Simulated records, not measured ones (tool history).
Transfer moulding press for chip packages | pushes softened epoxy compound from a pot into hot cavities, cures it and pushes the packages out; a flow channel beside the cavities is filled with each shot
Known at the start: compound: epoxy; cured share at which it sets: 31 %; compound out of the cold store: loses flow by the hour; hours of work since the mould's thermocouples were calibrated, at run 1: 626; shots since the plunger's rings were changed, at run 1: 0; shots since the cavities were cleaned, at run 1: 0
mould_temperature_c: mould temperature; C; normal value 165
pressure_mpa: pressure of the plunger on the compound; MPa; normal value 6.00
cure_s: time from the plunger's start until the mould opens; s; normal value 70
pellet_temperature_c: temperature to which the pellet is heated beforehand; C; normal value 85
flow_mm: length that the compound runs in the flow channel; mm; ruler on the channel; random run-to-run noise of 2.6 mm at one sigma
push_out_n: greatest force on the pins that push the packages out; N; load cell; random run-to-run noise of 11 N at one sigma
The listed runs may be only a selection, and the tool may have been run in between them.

run   hour  mould_temperature_c  pressure_mpa  cure_s  pellet_temperature_c  hours of work since the mould's thermocouples were calibrated  shots since the plunger's rings were changed  shots since the cavities were cleaned  incoming compound's hours out of the cold store  flow_mm  push_out_n
  1    0.0                  165          6.00      70                    85                                                            626                                             0                                      0                                             17.1      573         539
  2   41.3                  165          6.00      70                    85                                                            656                                           775                                    775                                             20.3      569         574
      57.1  -- cavities cleaned with cleaning compound and waxed
  3   68.9                  165          6.00      70                    85                                                            674                                          1266                                    221                                             27.1      556         545
  4   89.3                  165          6.00      66                    85                                                            689                                          1648                                    603                                             44.6      523         589
     114.7  -- cavities cleaned with cleaning compound and waxed
  5  123.5                  165          6.00      70                    90                                                            712                                          2262                                    164                                             17.7      569         560
     129.3  -- mould's thermocouples calibrated
  6  152.8                  165          6.00      70                    90                                                             17                                          2775                                    677                                             25.9      552         527
     173.4  -- cavities cleaned with cleaning compound and waxed
  7  178.3                  165          6.00      70                    85                                                             34                                          3225                                     91                                             33.9      537         547
  8  211.2                  165          6.00      70                    85                                                             58                                          3843                                    709                                             31.6      546         539
     230.7  -- cavities cleaned with cleaning compound and waxed
     241.7  -- plunger's sealing rings changed
  9  248.1                  165          6.00      70                    85                                                             81                                           121                                    280                                             32.3      541         547
     289.7  -- cavities cleaned with cleaning compound and waxed
 10  289.7                  165          6.00      70                    85                                                            110                                           874                                      0                                             38.2      532         535
 11  326.0                  165          6.00      70                    85                                                            136                                          1554                                    680                                             43.4      524         534
     348.3  -- cavities cleaned with cleaning compound and waxed
 12  354.5                  165          6.00      70                    85                                                            156                                          2062                                    117                                             34.0      536         543
 13  383.2                  165          6.00      70                    85                                                            176                                          2602                                    657                                             19.1      569         551
     405.3  -- cavities cleaned with cleaning compound and waxed
 14  427.4                  165          6.00      70                    85                                                            207                                          3404                                    416                                             14.4      577         540
     463.1  -- cavities cleaned with cleaning compound and waxed
 15  463.1                  162          6.07      70                    91                                                            232                                          4044                                      0                                             42.2      534         615
     481.5  -- plunger's sealing rings changed
 16  490.8                  171          6.52      87                    94                                                            250                                           175                                    474                                             35.8      542         438
     526.0  -- cavities cleaned with cleaning compound and waxed
 17  530.8                  167          5.73      50                    85                                                            278                                           899                                     91                                             46.0      499         861
 18  560.2                  160          6.00      70                    85                                                            299                                          1450                                    642                                             32.0      557         760
     583.0  -- cavities cleaned with cleaning compound and waxed
 19  594.3                  160          6.00      70                    85                                                            322                                          2062                                    212                                             13.0      597         823
 20  636.6                  160          6.00      70                    85                                                            353                                          2857                                   1007                                             24.1      574         786
     640.5  -- cavities cleaned with cleaning compound and waxed
 21  679.7                  160          6.00      70                    85                                                            382                                          3638                                    737                                             30.0      567         786
     697.9  -- cavities cleaned with cleaning compound and waxed
     723.6  -- plunger's sealing rings changed
 22  723.6                  165          5.80      57                    88                                                            411                                             0                                    437                                             29.6      539         809
 23  743.8                  165          6.07      55                    77                                                            426                                           378                                    815                                             34.4      541         903
     756.8  -- cavities cleaned with cleaning compound and waxed
 24  786.6                  165          5.64      68                    85                                                            455                                          1154                                    560                                             19.0      547         589
     813.4  -- cavities cleaned with cleaning compound and waxed
 25  820.6                  172          5.64      68                    94                                                            479                                          1765                                    137                                             16.7      535         447
 26  852.6                  162          6.00      57                    93                                                            502                                          2364                                    736                                             37.2      543        1011
     870.6  -- cavities cleaned with cleaning compound and waxed
 27  899.9                  162          6.00      57                    93                                                            535                                          3225                                    550                                             23.0      571        1049

Each row is a separate what-if for the run after 27, all from the same tool condition, not one after another. Results?
     929.7  -- cavities cleaned with cleaning compound and waxed
  A  932.2                  167          6.41      82                    93                                                            557                                          3803                                     46                                             14.4        ?           ?
     929.7  -- cavities cleaned with cleaning compound and waxed
  B  932.2                  165          6.00     105                    84                                                            557                                          3803                                     46                                             35.5        ?           ?
     929.7  -- cavities cleaned with cleaning compound and waxed
  C  932.2                  162          6.00      57                    93                                                            557                                          3803                                     46                                             20.8        ?           ?

run  flow_mm  push_out_n
  A      593         427
  B      537         438
  C      573        1052
Without the tool's hidden state the same runs would have given:
run  flow_mm  push_out_n
  A      593         426
  B      537         437
  C      573        1050
